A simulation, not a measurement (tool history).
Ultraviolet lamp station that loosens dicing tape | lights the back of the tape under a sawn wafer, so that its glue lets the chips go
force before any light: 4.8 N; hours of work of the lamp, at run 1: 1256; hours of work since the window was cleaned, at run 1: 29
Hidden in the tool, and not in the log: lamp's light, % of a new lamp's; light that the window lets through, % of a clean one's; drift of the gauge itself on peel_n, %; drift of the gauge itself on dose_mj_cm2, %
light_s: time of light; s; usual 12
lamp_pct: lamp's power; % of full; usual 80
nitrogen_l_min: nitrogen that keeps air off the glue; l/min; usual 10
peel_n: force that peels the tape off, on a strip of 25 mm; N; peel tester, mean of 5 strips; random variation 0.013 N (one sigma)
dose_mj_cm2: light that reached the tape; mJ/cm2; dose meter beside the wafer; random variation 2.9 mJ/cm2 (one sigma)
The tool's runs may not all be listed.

| run | hour | light_s | lamp_pct | nitrogen_l_min | hours of work of the lamp | hours of work since the window was cleaned | peel_n | dose_mj_cm2 |
|---|---|---|---|---|---|---|---|---|
| 1 | 0 | 12 | 80 | 10 | 1256 | 29 | 0.584 | 415 |
| 2 | 93.7 | 12 | 80 | 10 | 1294 | 67 | 0.614 | 413 |
| 3 | 145.4 | 12 | 80 | 5 | 1315 | 87 | 0.908 | 418 |
| 4 | 236.6 | 12 | 80 | 5 | 1351 | 124 | 0.887 | 423 |
| 5 | 314.4 | 12 | 80 | 5 | 1382 | 155 | 0.873 | 417 |
| 6 | 378.1 | 12 | 80 | 5 | 1408 | 181 | 0.897 | 417 |
| 7 | 466 | 12 | 80 | 5 | 1443 | 216 | 0.871 | 413 |

The next listed run, before its measurement:
| 8 | 547.8 | 12 | 80 | 5 | 1476 | 249 | ? | ? |

{"run 8": {"peel_n": 0.879, "dose_mj_cm2": 418}}
Without the tool's hidden state the same run would have given peel_n 0.874 N, dose_mj_cm2 420 mJ/cm2.

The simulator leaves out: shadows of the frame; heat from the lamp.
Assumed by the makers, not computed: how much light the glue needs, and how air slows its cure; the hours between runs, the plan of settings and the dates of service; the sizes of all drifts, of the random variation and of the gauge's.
